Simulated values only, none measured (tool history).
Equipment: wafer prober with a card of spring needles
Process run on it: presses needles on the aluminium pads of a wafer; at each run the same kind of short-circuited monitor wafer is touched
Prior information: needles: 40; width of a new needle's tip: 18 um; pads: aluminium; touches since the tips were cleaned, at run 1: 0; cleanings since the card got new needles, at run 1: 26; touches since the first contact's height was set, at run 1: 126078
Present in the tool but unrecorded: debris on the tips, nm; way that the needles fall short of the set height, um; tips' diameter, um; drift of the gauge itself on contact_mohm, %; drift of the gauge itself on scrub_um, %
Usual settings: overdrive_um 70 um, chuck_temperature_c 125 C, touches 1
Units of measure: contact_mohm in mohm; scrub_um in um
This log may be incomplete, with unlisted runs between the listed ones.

run,day,overdrive_um,chuck_temperature_c,touches,touches since the tips were cleaned,cleanings since the card got new needles,touches since the first contact's height was set,contact_mohm,scrub_um
1,0.000,70,125,1,0,26,126078,213,15.25
# day 0.479: tips cleaned on abrasive film
2,0.779,70,125,1,2639,27,132916,214,15.24
# day 0.971: tips cleaned on abrasive film
# day 1.454: tips cleaned on abrasive film
3,1.458,70,125,1,51,29,138818,213,15.15
# day 1.933: tips cleaned on abrasive film
4,2.212,70,76,1,2458,30,145431,203,15.17
# day 2.429: tips cleaned on abrasive film
# day 2.904: tips cleaned on abrasive film
5,2.933,70,76,1,276,32,151702,199,15.12
# day 3.425: tips cleaned on abrasive film
6,3.462,70,76,1,316,33,156312,206,15.19
# day 3.904: tips cleaned on abrasive film
7,4.304,70,57,1,3559,34,163715,198,15.09
# day 4.388: tips cleaned on abrasive film
# day 4.908: tips cleaned on abrasive film
8,5.138,70,57,1,2001,36,170959,197,15.20
# day 5.408: tips cleaned on abrasive film
9,5.817,70,57,1,3612,37,176911,199,15.17
# day 5.925: tips cleaned on abrasive film
# day 6.408: tips cleaned on abrasive film
10,6.608,70,57,1,1735,39,183798,201,15.17
# day 6.904: tips cleaned on abrasive film
11,7.212,70,57,1,2719,40,189112,196,15.18
# day 7.400: tips cleaned on abrasive film
# day 7.879: tips cleaned on abrasive film
12,8.138,70,57,1,2272,42,197168,196,15.10
# day 8.383: tips cleaned on abrasive film
# day 8.888: tips cleaned on abrasive film
# day 8.900: height of the first contact set anew
13,8.900,70,32,3,0,44,0,193,15.10
# day 9.383: tips cleaned on abrasive film
14,9.383,52,117,1,0,45,4246,218,11.13
# day 9.871: tips cleaned on abrasive film
15,10.054,78,106,1,1593,46,10101,207,16.80
# day 10.367: tips cleaned on abrasive film
16,10.446,69,106,1,682,47,13510,210,14.85
# day 10.842: tips cleaned on abrasive film
17,11.096,70,62,2,2240,48,19231,201,15.10
# day 11.338: tips cleaned on abrasive film
18,11.700,70,125,2,3217,49,24509,214,15.04
# day 11.867: tips cleaned on abrasive film
# day 12.358: tips cleaned on abrasive film
19,12.425,62,62,1,571,51,30798,203,13.29
# day 12.858: tips cleaned on abrasive film
20,13.304,62,62,1,3907,52,38507,203,13.31
# day 13.371: tips cleaned on abrasive film
# day 13.862: tips cleaned on abrasive film
21,13.888,57,62,1,201,54,43567,199,12.24
# day 14.333: tips cleaned on abrasive film
22,14.546,57,62,1,1883,55,49361,203,12.23
# day 14.821: tips cleaned on abrasive film
23,15.196,57,62,1,3302,56,55019,204,12.23
# day 15.317: tips cleaned on abrasive film
24,15.717,85,26,1,3524,57,59577,192,18.18

Consider 4 possible next runs. They are alternatives, not a sequence: every one starts from the tool as it was left by run 24. What does each give?
# day 15.783: tips cleaned on abrasive film
# day 16.262: tips cleaned on abrasive film
A,16.396,85,26,2,1183,59,65500,?,?
# day 15.783: tips cleaned on abrasive film
# day 16.262: tips cleaned on abrasive film
B,16.396,51,26,2,1183,59,65500,?,?
# day 15.783: tips cleaned on abrasive film
# day 16.262: tips cleaned on abrasive film
C,16.396,76,29,2,1183,59,65500,?,?
# day 15.783: tips cleaned on abrasive film
# day 16.262: tips cleaned on abrasive film
D,16.396,76,46,1,1183,59,65500,?,?

run,contact_mohm,scrub_um
A,192,18.12
B,196,10.90
C,195,16.20
D,193,16.31
Without the tool's unlogged condition, the same runs would have read:
run,contact_mohm,scrub_um
A,192,18.49
B,195,11.12
C,195,16.53
D,192,16.64

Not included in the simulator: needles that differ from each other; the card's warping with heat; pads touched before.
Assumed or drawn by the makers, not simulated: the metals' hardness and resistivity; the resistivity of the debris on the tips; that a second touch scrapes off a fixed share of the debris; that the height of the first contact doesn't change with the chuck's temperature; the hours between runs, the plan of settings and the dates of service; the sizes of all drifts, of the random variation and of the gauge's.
